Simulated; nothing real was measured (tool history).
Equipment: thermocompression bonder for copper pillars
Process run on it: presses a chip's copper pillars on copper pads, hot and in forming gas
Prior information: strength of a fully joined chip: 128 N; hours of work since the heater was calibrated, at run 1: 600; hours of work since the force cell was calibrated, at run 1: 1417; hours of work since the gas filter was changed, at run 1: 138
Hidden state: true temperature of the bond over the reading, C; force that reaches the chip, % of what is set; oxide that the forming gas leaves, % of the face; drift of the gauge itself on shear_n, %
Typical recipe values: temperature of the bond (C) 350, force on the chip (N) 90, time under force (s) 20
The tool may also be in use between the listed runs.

run     day  temperature of the bond (C)  force on the chip (N)  time under force (s)  hours of work since the heater was calibrated  hours of work since the force cell was calibrated  hours of work since the gas filter was changed  force that shears a chip off (N)
  1       0                          350                     90                    20                                            600                                               1417                                             138                              75.4
  2   2.617                          350                     90                    20                                            626                                               1442                                             163                              73.3
      3.396  -- heater calibrated with a thermocouple chip
  3   6.554                          350                     90                    20                                             31                                               1481                                             202                              77.9
  4   9.542                          350                     90                    20                                             61                                               1510                                             231                              78.3
  5  11.725                          350                     96                    20                                             82                                               1532                                             253                              80.7
  6  14.283                          350                     90                    48                                            108                                               1557                                             278                              94.5
     15.117  -- forming gas filter changed
  7  16.321                          350                     90                    44                                            128                                               1577                                              12                             101.5
  8      19                          350                    105                    20                                            154                                               1603                                              38                              90.6
  9  21.412                          350                    105                    50                                            178                                               1627                                              62                             107.4
 10  23.333                          350                    105                    50                                            197                                               1646                                              81                             107.9
 11  25.983                          350                    105                    50                                            223                                               1673                                             107                             105.5
 12  28.283                          342                     82                    11                                            246                                               1695                                             130                              55.9
 13  29.871                          342                     82                    11                                            262                                               1711                                             146                              54.5
 14  33.333                          323                     55                    11                                            296                                               1745                                             180                              27.4
     33.704  -- force cell calibrated
 15  36.846                          367                     72                    11                                            330                                                 31                                             214                              61.2
 16  38.567                          367                     72                    11                                            347                                                 48                                             231                              60.2
 17  41.758                          367                     72                    11                                            379                                                 80                                             263                              60.3
     43.617  -- force cell calibrated, once more
 18  43.754                          350                     63                    20                                            398                                                  1                                             282                              52.2
     44.021  -- forming gas filter changed
 19  45.362                          350                     63                    20                                            413                                                 17                                              13                                55
 20  49.242                          334                     90                    20                                            452                                                 55                                              52                              65.7

Below are 3 alternative next runs, each starting from the tool's condition after run 20. Predict each:
  A  51.6                          350                     62                    17                                            475                                                 79                                              75                                 ?
  B  51.6                          378                     90                    20                                            475                                                 79                                              75                                 ?
  C  51.6                          350                     90                    35                                            475                                                 79                                              75                                 ?

run  force that shears a chip off (N)
  A                              49.6
  B                              91.7
  C                              86.2
Stripped of hidden state, with their random variation kept, the same runs would have yielded:
run  force that shears a chip off (N)
  A                              56.6
  B                              99.4
  C                              94.6
